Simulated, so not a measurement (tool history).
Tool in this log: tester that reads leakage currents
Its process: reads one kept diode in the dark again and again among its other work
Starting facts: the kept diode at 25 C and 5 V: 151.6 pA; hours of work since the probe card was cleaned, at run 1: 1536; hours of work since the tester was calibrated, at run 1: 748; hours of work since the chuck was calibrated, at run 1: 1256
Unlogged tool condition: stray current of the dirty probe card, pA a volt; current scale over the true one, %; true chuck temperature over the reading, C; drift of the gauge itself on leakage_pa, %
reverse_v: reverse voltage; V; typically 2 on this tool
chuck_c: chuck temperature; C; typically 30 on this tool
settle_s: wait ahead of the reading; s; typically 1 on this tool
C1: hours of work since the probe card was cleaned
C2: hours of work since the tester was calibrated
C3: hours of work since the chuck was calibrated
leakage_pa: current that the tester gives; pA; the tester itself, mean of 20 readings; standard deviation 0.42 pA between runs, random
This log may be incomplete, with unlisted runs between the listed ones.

{"run": 1, "day": 0.0, "reverse_v": 2, "chuck_c": 30, "settle_s": 1, "C1": 1536, "C2": 748, "C3": 1256, "leakage_pa": 137.85}
{"day": 2.85, "done": "probe card cleaned and baked"}
{"run": 2, "day": 3.392, "reverse_v": 2, "chuck_c": 30, "settle_s": 1, "C1": 9, "C2": 803, "C3": 1312, "leakage_pa": 137.53}
{"run": 3, "day": 6.954, "reverse_v": 3.15, "chuck_c": 30, "settle_s": 1, "C1": 70, "C2": 864, "C3": 1373, "leakage_pa": 177.15}
{"run": 4, "day": 13.883, "reverse_v": 3.15, "chuck_c": 30, "settle_s": 1, "C1": 188, "C2": 982, "C3": 1491, "leakage_pa": 176.8}
{"run": 5, "day": 19.425, "reverse_v": 3.15, "chuck_c": 30, "settle_s": 1, "C1": 283, "C2": 1077, "C3": 1586, "leakage_pa": 177.08}
{"run": 6, "day": 25.617, "reverse_v": 3.15, "chuck_c": 30, "settle_s": 1, "C1": 389, "C2": 1183, "C3": 1691, "leakage_pa": 176.93}
{"run": 7, "day": 29.942, "reverse_v": 3.15, "chuck_c": 30, "settle_s": 1, "C1": 463, "C2": 1257, "C3": 1765, "leakage_pa": 178.11}
{"run": 8, "day": 36.796, "reverse_v": 3.15, "chuck_c": 30, "settle_s": 1, "C1": 580, "C2": 1374, "C3": 1882, "leakage_pa": 176.79}
{"day": 39.212, "done": "chuck's temperature calibrated"}
{"run": 9, "day": 41.554, "reverse_v": 3.15, "chuck_c": 30, "settle_s": 1, "C1": 659, "C2": 1453, "C3": 40, "leakage_pa": 176.77}
{"run": 10, "day": 48.396, "reverse_v": 1.33, "chuck_c": 30, "settle_s": 2.7, "C1": 776, "C2": 1570, "C3": 157, "leakage_pa": 110.19}
{"run": 11, "day": 54.646, "reverse_v": 2, "chuck_c": 59, "settle_s": 1, "C1": 883, "C2": 1677, "C3": 263, "leakage_pa": 1126.33}
{"run": 12, "day": 59.133, "reverse_v": 4.2, "chuck_c": 47, "settle_s": 1, "C1": 960, "C2": 1754, "C3": 340, "leakage_pa": 747.43}
{"run": 13, "day": 63.471, "reverse_v": 4.15, "chuck_c": 30, "settle_s": 0.92, "C1": 1034, "C2": 1828, "C3": 414, "leakage_pa": 206.05}
{"run": 14, "day": 67.892, "reverse_v": 5.91, "chuck_c": 30, "settle_s": 5.47, "C1": 1109, "C2": 1903, "C3": 490, "leakage_pa": 249.45}
{"run": 15, "day": 74.483, "reverse_v": 2, "chuck_c": 22, "settle_s": 1.28, "C1": 1222, "C2": 2016, "C3": 602, "leakage_pa": 72.4}
{"run": 16, "day": 79.988, "reverse_v": 2, "chuck_c": 22, "settle_s": 1.28, "C1": 1316, "C2": 2110, "C3": 696, "leakage_pa": 72.16}
{"run": 17, "day": 84.021, "reverse_v": 2, "chuck_c": 22, "settle_s": 1.28, "C1": 1384, "C2": 2179, "C3": 765, "leakage_pa": 72.37}
{"run": 18, "day": 88.529, "reverse_v": 8.19, "chuck_c": 21, "settle_s": 4.04, "C1": 1461, "C2": 2255, "C3": 842, "leakage_pa": 142.59}

Below are 4 alternative next runs, each starting from the tool's condition after run 18. Predict each:
{"run": "A", "day": 94.475, "reverse_v": 3.35, "chuck_c": 30, "settle_s": 3.41, "C1": 1563, "C2": 2357, "C3": 943, "leakage_pa": "?"}
{"run": "B", "day": 94.475, "reverse_v": 8.51, "chuck_c": 48, "settle_s": 1.73, "C1": 1563, "C2": 2357, "C3": 943, "leakage_pa": "?"}
{"run": "C", "day": 94.475, "reverse_v": 8.19, "chuck_c": 33, "settle_s": 4.04, "C1": 1563, "C2": 2357, "C3": 943, "leakage_pa": "?"}
{"run": "D", "day": 94.475, "reverse_v": 3.05, "chuck_c": 38, "settle_s": 4.75, "C1": 1563, "C2": 2357, "C3": 943, "leakage_pa": "?"}

run=A leakage_pa=182.79
run=B leakage_pa=1175.51
run=C leakage_pa=375.55
run=D leakage_pa=322.75
Had the tool no hidden state, the same runs would have come out as:
run=A leakage_pa=182.87
run=B leakage_pa=1176.21
run=C leakage_pa=375.69
run=D leakage_pa=322.94

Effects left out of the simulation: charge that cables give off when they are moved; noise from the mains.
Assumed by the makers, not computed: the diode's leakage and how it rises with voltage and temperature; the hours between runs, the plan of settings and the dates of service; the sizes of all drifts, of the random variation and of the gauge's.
